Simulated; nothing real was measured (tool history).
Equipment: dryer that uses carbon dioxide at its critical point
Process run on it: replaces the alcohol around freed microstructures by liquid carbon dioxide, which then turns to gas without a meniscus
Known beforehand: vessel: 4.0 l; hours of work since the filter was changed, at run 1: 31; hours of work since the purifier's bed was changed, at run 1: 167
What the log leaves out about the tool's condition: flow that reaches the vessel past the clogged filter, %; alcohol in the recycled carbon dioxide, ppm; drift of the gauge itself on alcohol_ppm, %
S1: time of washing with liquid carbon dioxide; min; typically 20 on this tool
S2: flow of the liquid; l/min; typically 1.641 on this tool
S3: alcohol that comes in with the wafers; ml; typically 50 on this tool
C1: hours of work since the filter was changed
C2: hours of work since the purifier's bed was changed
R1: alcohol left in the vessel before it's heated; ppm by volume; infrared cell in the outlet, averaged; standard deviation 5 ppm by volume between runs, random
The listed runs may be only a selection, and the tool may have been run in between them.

run  hour  S1     S2  S3  C1   C2  R1
  1   0.0  20  1.641  50  31  167  27
  2   7.1  20  1.641  50  34  170  24
  3  14.0  22  1.641  50  38  174  31
  4  21.0  20  1.641  50  41  177  24
  5  27.8  20  1.641  50  45  181  33
  6  35.0  20  1.340  50  48  184  69
  7  41.9  20  1.340  37  52  188  60
  8  47.8  20  1.340  37  54  191  56
  9  55.9  20  1.641  26  58  195  24
 10  60.5  20  1.641  26  61  197  33
 11  66.5  17  2.350  23  64  200  25
 12  77.4  17  2.350  23  69  205  20
 13  85.8  17  2.350  23  73  209  21
 14  91.4  17  2.350  23  76  212  28

Results for each run, recomputed without the tool's hidden state and with each run's random variation untouched:
run  R1
  1  12
  2   9
  3  15
  4   8
  5  17
  6  50
  7  41
  8  37
  9   7
 10  15
 11   9
 12   4
 13   4
 14  10

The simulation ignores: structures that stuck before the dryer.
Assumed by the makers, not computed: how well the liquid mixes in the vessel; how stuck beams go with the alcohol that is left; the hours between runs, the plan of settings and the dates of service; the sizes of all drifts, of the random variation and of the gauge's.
